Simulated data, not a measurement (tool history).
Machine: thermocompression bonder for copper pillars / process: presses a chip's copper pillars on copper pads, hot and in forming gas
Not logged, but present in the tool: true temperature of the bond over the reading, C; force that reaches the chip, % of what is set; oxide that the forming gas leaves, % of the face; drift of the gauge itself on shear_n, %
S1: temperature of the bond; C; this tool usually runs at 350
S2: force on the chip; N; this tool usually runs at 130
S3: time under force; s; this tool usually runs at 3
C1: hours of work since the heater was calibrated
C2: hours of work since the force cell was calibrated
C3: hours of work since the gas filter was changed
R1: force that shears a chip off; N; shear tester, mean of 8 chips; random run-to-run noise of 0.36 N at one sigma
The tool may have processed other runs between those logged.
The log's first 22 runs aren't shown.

{"run": 23, "hour": 1226.9, "S1": 322, "S2": 155, "S3": 4, "C1": 141, "C2": 1186, "C3": 42, "R1": 75.6}
{"run": 24, "hour": 1301.6, "S1": 337, "S2": 155, "S3": 3, "C1": 192, "C2": 1237, "C3": 94, "R1": 75.8}
{"run": 25, "hour": 1348.3, "S1": 342, "S2": 94, "S3": 2, "C1": 224, "C2": 1270, "C3": 126, "R1": 43.1}
{"run": 26, "hour": 1396.7, "S1": 336, "S2": 191, "S3": 9, "C1": 258, "C2": 1303, "C3": 159, "R1": 113.5}
{"run": 27, "hour": 1445.2, "S1": 377, "S2": 104, "S3": 3, "C1": 291, "C2": 1336, "C3": 192, "R1": 70.4}
{"run": 28, "hour": 1482.8, "S1": 378, "S2": 130, "S3": 4, "C1": 317, "C2": 1362, "C3": 218, "R1": 90.9}
{"run": 29, "hour": 1548.0, "S1": 327, "S2": 102, "S3": 2, "C1": 362, "C2": 1407, "C3": 263, "R1": 40.5}
{"run": 30, "hour": 1603.3, "S1": 327, "S2": 102, "S3": 2, "C1": 400, "C2": 1445, "C3": 301, "R1": 40.3}
{"run": 31, "hour": 1670.1, "S1": 327, "S2": 102, "S3": 2, "C1": 446, "C2": 1491, "C3": 347, "R1": 40.2}
{"hour": 1735.9, "done": "force cell calibrated"}
{"run": 32, "hour": 1754.4, "S1": 327, "S2": 102, "S3": 2, "C1": 503, "C2": 13, "C3": 404, "R1": 38.6}
{"hour": 1787.3, "done": "forming gas filter changed"}
{"run": 33, "hour": 1797.2, "S1": 327, "S2": 102, "S3": 2, "C1": 532, "C2": 42, "C3": 7, "R1": 41.2}
{"run": 34, "hour": 1876.4, "S1": 337, "S2": 79, "S3": 2, "C1": 586, "C2": 96, "C3": 61, "R1": 34.9}
{"run": 35, "hour": 1913.7, "S1": 338, "S2": 121, "S3": 2, "C1": 612, "C2": 122, "C3": 87, "R1": 53.1}
{"run": 36, "hour": 1952.2, "S1": 350, "S2": 152, "S3": 3, "C1": 639, "C2": 148, "C3": 113, "R1": 80.8}
{"run": 37, "hour": 1990.5, "S1": 349, "S2": 83, "S3": 8, "C1": 665, "C2": 175, "C3": 140, "R1": 69.7}
{"run": 38, "hour": 2025.8, "S1": 329, "S2": 83, "S3": 7, "C1": 689, "C2": 199, "C3": 164, "R1": 56.8}

4 options for the next run, each taken on its own from the tool as it stands now. Forecast them:
{"run": "A", "hour": 2107.7, "S1": 347, "S2": 103, "S3": 5, "C1": 746, "C2": 256, "C3": 220, "R1": "?"}
{"run": "B", "hour": 2107.7, "S1": 350, "S2": 85, "S3": 3, "C1": 746, "C2": 256, "C3": 220, "R1": "?"}
{"run": "C", "hour": 2107.7, "S1": 338, "S2": 87, "S3": 5, "C1": 746, "C2": 256, "C3": 220, "R1": "?"}
{"run": "D", "hour": 2107.7, "S1": 357, "S2": 83, "S3": 7, "C1": 746, "C2": 256, "C3": 220, "R1": "?"}

run=A R1=69.1
run=B R1=49.2
run=C R1=55.4
run=D R1=69.5
Take away the tool's hidden state, keep each run's random variation, and the runs would have read:
run=A R1=68.6
run=B R1=48.6
run=C R1=54.7
run=D R1=69.1

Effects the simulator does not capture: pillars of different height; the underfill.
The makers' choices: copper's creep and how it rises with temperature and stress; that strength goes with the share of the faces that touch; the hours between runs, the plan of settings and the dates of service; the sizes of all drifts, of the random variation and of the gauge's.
